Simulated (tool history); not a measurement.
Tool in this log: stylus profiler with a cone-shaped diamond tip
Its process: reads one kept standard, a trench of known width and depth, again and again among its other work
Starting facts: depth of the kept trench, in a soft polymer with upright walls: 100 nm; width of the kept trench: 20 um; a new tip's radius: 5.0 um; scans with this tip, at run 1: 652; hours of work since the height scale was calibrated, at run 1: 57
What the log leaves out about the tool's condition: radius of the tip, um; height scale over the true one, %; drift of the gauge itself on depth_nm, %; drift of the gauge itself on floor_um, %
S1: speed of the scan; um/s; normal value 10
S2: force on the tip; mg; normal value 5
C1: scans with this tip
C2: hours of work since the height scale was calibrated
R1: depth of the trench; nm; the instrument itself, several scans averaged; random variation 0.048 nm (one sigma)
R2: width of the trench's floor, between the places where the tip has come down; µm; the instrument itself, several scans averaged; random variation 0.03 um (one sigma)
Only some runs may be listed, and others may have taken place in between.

{"run": 1, "hour": 0.0, "S1": 10, "S2": 5, "C1": 652, "C2": 57, "R1": 102.41, "R2": 17.98}
{"run": 2, "hour": 9.3, "S1": 10, "S2": 5, "C1": 704, "C2": 61, "R1": 102.41, "R2": 17.9}
{"run": 3, "hour": 26.8, "S1": 10, "S2": 5, "C1": 801, "C2": 70, "R1": 102.46, "R2": 17.97}
{"run": 4, "hour": 38.0, "S1": 10, "S2": 8.59, "C1": 864, "C2": 75, "R1": 103.5, "R2": 18}
{"run": 5, "hour": 46.0, "S1": 10, "S2": 8.59, "C1": 908, "C2": 79, "R1": 103.32, "R2": 17.93}
{"run": 6, "hour": 54.8, "S1": 10, "S2": 5, "C1": 958, "C2": 83, "R1": 102.47, "R2": 17.96}
{"run": 7, "hour": 72.3, "S1": 10, "S2": 3.31, "C1": 1055, "C2": 92, "R1": 101.89, "R2": 17.97}
{"run": 8, "hour": 86.9, "S1": 10, "S2": 5, "C1": 1137, "C2": 99, "R1": 102.32, "R2": 17.93}
{"run": 9, "hour": 100.4, "S1": 10, "S2": 5.46, "C1": 1213, "C2": 105, "R1": 102.52, "R2": 17.91}
{"run": 10, "hour": 109.1, "S1": 10, "S2": 2.13, "C1": 1261, "C2": 110, "R1": 101.46, "R2": 17.9}
{"run": 11, "hour": 121.8, "S1": 15, "S2": 5, "C1": 1332, "C2": 116, "R1": 102.46, "R2": 17.93}
{"run": 12, "hour": 134.0, "S1": 10, "S2": 3.35, "C1": 1400, "C2": 122, "R1": 101.86, "R2": 17.95}
{"run": 13, "hour": 144.8, "S1": 10, "S2": 3.35, "C1": 1461, "C2": 127, "R1": 101.85, "R2": 17.95}
{"run": 14, "hour": 162.6, "S1": 10, "S2": 2.84, "C1": 1560, "C2": 136, "R1": 101.69, "R2": 17.97}
{"run": 15, "hour": 178.2, "S1": 10, "S2": 2.84, "C1": 1647, "C2": 143, "R1": 101.68, "R2": 17.93}
{"run": 16, "hour": 195.0, "S1": 10, "S2": 2.84, "C1": 1741, "C2": 151, "R1": 101.72, "R2": 17.91}
{"run": 17, "hour": 212.1, "S1": 10, "S2": 2.84, "C1": 1836, "C2": 160, "R1": 101.68, "R2": 17.9}
{"run": 18, "hour": 230.5, "S1": 10, "S2": 5, "C1": 1939, "C2": 169, "R1": 102.39, "R2": 17.94}
{"run": 19, "hour": 246.9, "S1": 20, "S2": 8.89, "C1": 2031, "C2": 177, "R1": 103.6, "R2": 17.9}
{"run": 20, "hour": 264.1, "S1": 6, "S2": 2.62, "C1": 2127, "C2": 185, "R1": 101.72, "R2": 17.93}

Expected results for the next run?
{"run": 21, "hour": 276.2, "S1": 6, "S2": 2.62, "C1": 2194, "C2": 191, "R1": "?", "R2": "?"}

Run 21 measured R1 101.69 nm, R2 17.91 µm.
On a tool with no hidden condition, and with the same random variation, this run would have come out at R1 101.58 nm, R2 17.98 µm.

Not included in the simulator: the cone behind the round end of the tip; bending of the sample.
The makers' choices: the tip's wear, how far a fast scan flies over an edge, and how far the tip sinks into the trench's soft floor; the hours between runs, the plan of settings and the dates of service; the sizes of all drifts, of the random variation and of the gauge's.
